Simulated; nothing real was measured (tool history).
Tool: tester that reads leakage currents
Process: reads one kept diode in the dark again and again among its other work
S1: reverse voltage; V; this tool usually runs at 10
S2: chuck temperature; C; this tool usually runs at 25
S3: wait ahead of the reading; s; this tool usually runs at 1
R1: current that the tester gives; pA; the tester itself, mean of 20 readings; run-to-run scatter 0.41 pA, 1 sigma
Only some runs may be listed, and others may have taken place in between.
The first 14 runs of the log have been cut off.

{"run": 15, "day": 41.092, "S1": 13.1, "S2": 25, "S3": 1, "R1": 172.15}
{"run": 16, "day": 43.8, "S1": 13.1, "S2": 25, "S3": 1, "R1": 173.08}
{"run": 17, "day": 47.767, "S1": 10, "S2": 42, "S3": 1, "R1": 612.63}
{"run": 18, "day": 51.567, "S1": 19.6, "S2": 25, "S3": 1, "R1": 213.39}
{"run": 19, "day": 55.8, "S1": 19.6, "S2": 25, "S3": 1, "R1": 215.87}
{"run": 20, "day": 58.592, "S1": 19.6, "S2": 25, "S3": 1, "R1": 217.85}
{"run": 21, "day": 61.588, "S1": 2.3, "S2": 24, "S3": 6.59, "R1": 78.31}
{"day": 62.696, "done": "probe card cleaned and baked"}
{"run": 22, "day": 63.7, "S1": 2.3, "S2": 24, "S3": 6.59, "R1": 73.53}
{"run": 23, "day": 67.892, "S1": 2.3, "S2": 24, "S3": 6.59, "R1": 73.5}
{"run": 24, "day": 70.171, "S1": 1.3, "S2": 30, "S3": 1, "R1": 106.47}
{"run": 25, "day": 73.304, "S1": 1, "S2": 24, "S3": 1, "R1": 56.5}
{"run": 26, "day": 75.15, "S1": 15.1, "S2": 52, "S3": 0.77, "R1": 1556.75}
{"run": 27, "day": 77.254, "S1": 10, "S2": 25, "S3": 1, "R1": 141.07}
{"run": 28, "day": 81.117, "S1": 10.8, "S2": 30, "S3": 1, "R1": 228.3}
{"run": 29, "day": 85.067, "S1": 10, "S2": 31, "S3": 1, "R1": 242.09}
{"run": 30, "day": 89.096, "S1": 10, "S2": 31, "S3": 1, "R1": 243.94}
{"run": 31, "day": 91.833, "S1": 2, "S2": 44, "S3": 0.61, "R1": 416.14}
{"run": 32, "day": 95.312, "S1": 7, "S2": 32, "S3": 5.78, "R1": 232.01}
{"run": 33, "day": 98.792, "S1": 7, "S2": 32, "S3": 5.78, "R1": 234.07}
{"run": 34, "day": 102.667, "S1": 4.7, "S2": 59, "S3": 2.43, "R1": 1795.34}
{"run": 35, "day": 104.888, "S1": 10, "S2": 49, "S3": 0.33, "R1": 1093.99}

Branching from run 35: 5 alternative next runs. What would each branch give?
{"run": "A", "day": 107.004, "S1": 3.1, "S2": 49, "S3": 0.33, "R1": "?"}
{"run": "B", "day": 107.004, "S1": 7.6, "S2": 23, "S3": 0.69, "R1": "?"}
{"run": "C", "day": 107.004, "S1": 5.2, "S2": 59, "S3": 4.65, "R1": "?"}
{"run": "D", "day": 107.004, "S1": 9.7, "S2": 31, "S3": 5.32, "R1": "?"}
{"run": "E", "day": 107.004, "S1": 6.9, "S2": 56, "S3": 0.95, "R1": "?"}

run=A R1=731.4
run=B R1=116.57
run=C R1=1879.18
run=D R1=246.56
run=E R1=1643.72
Without the tool's hidden state the same runs would have given:
run=A R1=699.18
run=B R1=102.93
run=C R1=1804.49
run=D R1=224.78
run=E R1=1574.58

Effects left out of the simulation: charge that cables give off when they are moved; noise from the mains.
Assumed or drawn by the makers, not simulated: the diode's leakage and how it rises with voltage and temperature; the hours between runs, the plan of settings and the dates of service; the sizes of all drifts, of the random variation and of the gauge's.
